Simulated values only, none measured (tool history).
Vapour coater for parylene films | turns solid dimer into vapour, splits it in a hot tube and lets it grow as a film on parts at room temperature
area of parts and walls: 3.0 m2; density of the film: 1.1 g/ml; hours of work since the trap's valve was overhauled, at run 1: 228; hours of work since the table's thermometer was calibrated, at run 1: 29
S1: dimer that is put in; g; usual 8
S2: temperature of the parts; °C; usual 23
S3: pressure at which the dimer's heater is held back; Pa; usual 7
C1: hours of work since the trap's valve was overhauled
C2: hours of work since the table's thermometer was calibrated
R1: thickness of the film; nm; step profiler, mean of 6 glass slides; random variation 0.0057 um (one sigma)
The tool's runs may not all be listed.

run,hour,S1,S2,S3,C1,C2,R1
1,0,8,23,7,228,29,1166
2,19.6,8,23,7,242,43,1160
3,35.1,8,23,7,252,54,1146
4,60.4,8,23,7,270,71,1146
5,77.1,8,23,7,281,83,1152
6,106.6,8,23,7,302,103,1141
7,124.3,8,23,7,314,115,1149
# hour 127.9: table's thermometer calibrated
8,144.3,8,31,7,327,11,931
9,161.9,8,31,7,339,24,945
10,179.3,7,31,7,352,36,816
11,199.6,7,31,7,366,50,818
# hour 212.7: table's thermometer calibrated, once more
12,212.9,8,23,7,374,0,1131
13,225.8,8,23,7,383,9,1143
14,242.3,10,19,7,394,20,1570
15,260.8,10,23,3.73,407,33,1598
16,278.3,10,24,3.73,419,45,1562
17,303.1,10,24,3.73,436,63,1552
18,318.4,12,27,2.03,447,73,1967
19,344.8,7,27,2.03,465,91,1131
20,357.5,3,16,2.7,474,100,610
21,376.2,3,32,4.63,487,113,356
22,391.6,3,32,4.63,498,124,359
23,409.3,8,23,5.5,510,136,1169
24,431.6,8,23,5.5,525,151,1180
25,454.3,9,24,7,541,167,1217
26,482.7,10,27,2.86,561,187,1512

How the hidden state differs across the entries between the runs, from the last listed run before each to the first after it:
Between runs 7 and 8: table's thermometer calibrated (hour 127.9)
  vapour lost through the trap's worn valve, %: 2.8 -> 2.9; true temperature of the parts over the reading, C: -0.18 -> -0.29
  measured less the result without the state, R1: -28 -> -21 nm
Between runs 11 and 12: table's thermometer calibrated, once more (hour 212.7)
  true temperature of the parts over the reading, C: -0.31 -> 0.05
  measured less the result without the state, R1: -21 -> -40 nm

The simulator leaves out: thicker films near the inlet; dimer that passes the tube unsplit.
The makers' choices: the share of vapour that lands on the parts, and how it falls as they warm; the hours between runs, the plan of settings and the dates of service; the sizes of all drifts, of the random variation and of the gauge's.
